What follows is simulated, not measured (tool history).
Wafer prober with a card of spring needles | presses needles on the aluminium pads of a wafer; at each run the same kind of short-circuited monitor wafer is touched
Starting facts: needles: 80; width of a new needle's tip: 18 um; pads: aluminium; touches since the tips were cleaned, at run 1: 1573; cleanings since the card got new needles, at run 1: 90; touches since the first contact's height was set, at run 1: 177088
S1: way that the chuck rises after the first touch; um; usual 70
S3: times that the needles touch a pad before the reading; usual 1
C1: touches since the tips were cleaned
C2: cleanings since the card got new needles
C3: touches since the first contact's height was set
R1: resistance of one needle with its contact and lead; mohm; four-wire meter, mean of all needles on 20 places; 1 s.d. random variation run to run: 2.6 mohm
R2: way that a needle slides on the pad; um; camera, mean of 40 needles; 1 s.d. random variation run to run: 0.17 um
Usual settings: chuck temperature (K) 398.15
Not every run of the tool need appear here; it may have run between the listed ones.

run 1 hour=0.0 | S1=70 chuck_temperature_(K)=398.15 S3=1 | C1=1573 C2=90 C3=177088 | R1=370 R2=15.64
-- hour=1.6 tips cleaned on abrasive film
-- hour=7.6 tips cleaned on abrasive film
-- hour=13.6 tips cleaned on abrasive film
-- hour=21.1 tips cleaned on abrasive film
-- hour=27.1 tips cleaned on abrasive film
-- hour=33.1 tips cleaned on abrasive film
-- hour=39.1 tips cleaned on abrasive film
-- hour=45.2 tips cleaned on abrasive film
-- hour=51.2 tips cleaned on abrasive film
-- hour=57.2 tips cleaned on abrasive film
-- hour=63.2 tips cleaned on abrasive film
run 2 hour=64.9 | S1=70 chuck_temperature_(K)=398.15 S3=1 | C1=539 C2=101 C3=197463 | R1=329 R2=14.81
-- hour=69.4 tips cleaned on abrasive film
-- hour=75.4 tips cleaned on abrasive film
-- hour=81.4 tips cleaned on abrasive film
-- hour=87.5 tips cleaned on abrasive film
run 3 hour=93.3 | S1=70 chuck_temperature_(K)=398.15 S3=1 | C1=1874 C2=105 C3=206416 | R1=380 R2=15.05
-- hour=94.9 tips cleaned on abrasive film
-- hour=100.9 tips cleaned on abrasive film
-- hour=106.9 tips cleaned on abrasive film
-- hour=112.9 tips cleaned on abrasive film
-- hour=114.7 height of the first contact set anew
-- hour=119.3 tips cleaned on abrasive film
-- hour=125.3 tips cleaned on abrasive film
-- hour=131.3 tips cleaned on abrasive film
-- hour=137.3 tips cleaned on abrasive film
-- hour=143.3 tips cleaned on abrasive film
-- hour=149.5 tips cleaned on abrasive film
run 4 hour=149.5 | S1=70 chuck_temperature_(K)=398.15 S3=1 | C1=0 C2=115 C3=10922 | R1=309 R2=14.40
-- hour=157.0 tips cleaned on abrasive film
-- hour=163.0 tips cleaned on abrasive film
-- hour=170.5 tips cleaned on abrasive film
-- hour=176.5 tips cleaned on abrasive film
-- hour=184.0 tips cleaned on abrasive film
-- hour=190.0 tips cleaned on abrasive film
-- hour=197.5 tips cleaned on abrasive film
run 5 hour=198.8 | S1=70 chuck_temperature_(K)=398.15 S3=1 | C1=411 C2=122 C3=26442 | R1=336 R2=14.33
-- hour=204.8 tips cleaned on abrasive film
-- hour=210.9 tips cleaned on abrasive film
-- hour=216.9 tips cleaned on abrasive film
-- hour=222.9 tips cleaned on abrasive film
-- hour=228.9 tips cleaned on abrasive film
run 6 hour=229.2 | S1=70 chuck_temperature_(K)=398.15 S3=1 | C1=82 C2=127 C3=35969 | R1=319 R2=14.41
-- hour=235.2 tips cleaned on abrasive film
-- hour=237.0 height of the first contact set anew, once more
-- hour=241.5 tips cleaned on abrasive film
-- hour=247.5 tips cleaned on abrasive film
-- hour=253.5 tips cleaned on abrasive film
-- hour=259.5 tips cleaned on abrasive film
run 7 hour=261.8 | S1=70 chuck_temperature_(K)=378.15 S3=1 | C1=720 C2=132 C3=7804 | R1=337 R2=16.86
-- hour=266.3 tips cleaned on abrasive film
-- hour=272.3 tips cleaned on abrasive film
-- hour=278.4 tips cleaned on abrasive film
-- hour=284.4 tips cleaned on abrasive film
-- hour=290.4 tips cleaned on abrasive film
-- hour=296.4 tips cleaned on abrasive film
-- hour=302.4 tips cleaned on abrasive film
-- hour=308.4 tips cleaned on abrasive film
-- hour=314.4 tips cleaned on abrasive film
run 8 hour=318.6 | S1=70 chuck_temperature_(K)=398.15 S3=1 | C1=1334 C2=141 C3=25667 | R1=351 R2=16.82
-- hour=321.7 tips cleaned on abrasive film
-- hour=327.7 tips cleaned on abrasive film
-- hour=335.2 tips cleaned on abrasive film
-- hour=341.2 tips cleaned on abrasive film
-- hour=348.7 tips cleaned on abrasive film
-- hour=354.7 tips cleaned on abrasive film
-- hour=360.7 tips cleaned on abrasive film
-- hour=366.7 tips cleaned on abrasive film
run 9 hour=372.1 | S1=70 chuck_temperature_(K)=374.15 S3=1 | C1=1713 C2=149 C3=42492 | R1=369 R2=16.47
-- hour=373.7 tips cleaned on abrasive film
-- hour=379.7 tips cleaned on abrasive film
-- hour=385.7 tips cleaned on abrasive film
-- hour=391.7 tips cleaned on abrasive film
-- hour=397.7 tips cleaned on abrasive film
-- hour=403.8 tips cleaned on abrasive film
-- hour=411.2 tips cleaned on abrasive film
-- hour=417.3 tips cleaned on abrasive film
run 10 hour=418.8 | S1=70 chuck_temperature_(K)=398.15 S3=1 | C1=479 C2=157 C3=57139 | R1=331 R2=16.61
-- hour=423.3 tips cleaned on abrasive film
-- hour=429.3 tips cleaned on abrasive film
-- hour=435.3 tips cleaned on abrasive film
-- hour=441.3 tips cleaned on abrasive film
-- hour=447.4 tips cleaned on abrasive film
-- hour=454.8 tips cleaned on abrasive film
-- hour=460.9 tips cleaned on abrasive film
-- hour=466.9 tips cleaned on abrasive film
run 11 hour=468.7 | S1=70 chuck_temperature_(K)=398.15 S3=1 | C1=589 C2=165 C3=72839 | R1=332 R2=16.46
-- hour=473.3 tips cleaned on abrasive film
-- hour=480.8 tips cleaned on abrasive film
-- hour=486.8 tips cleaned on abrasive film
-- hour=492.8 tips cleaned on abrasive film
run 12 hour=497.2 | S1=67 chuck_temperature_(K)=299.15 S3=1 | C1=1408 C2=169 C3=81805 | R1=353 R2=15.58

For run 13, what comes out?
-- hour=500.2 tips cleaned on abrasive film
-- hour=506.3 tips cleaned on abrasive film
-- hour=512.3 tips cleaned on abrasive film
-- hour=518.3 tips cleaned on abrasive film
-- hour=524.3 tips cleaned on abrasive film
run 13 hour=525.2 | S1=67 chuck_temperature_(K)=299.15 S3=1 | C1=293 C2=174 C3=90598 | R1=? R2=?

R1: 289 mohm
R2: 15.19 um
Had the tool carried no hidden state, the very same run would have given R1 261 mohm, R2 16.00 um.
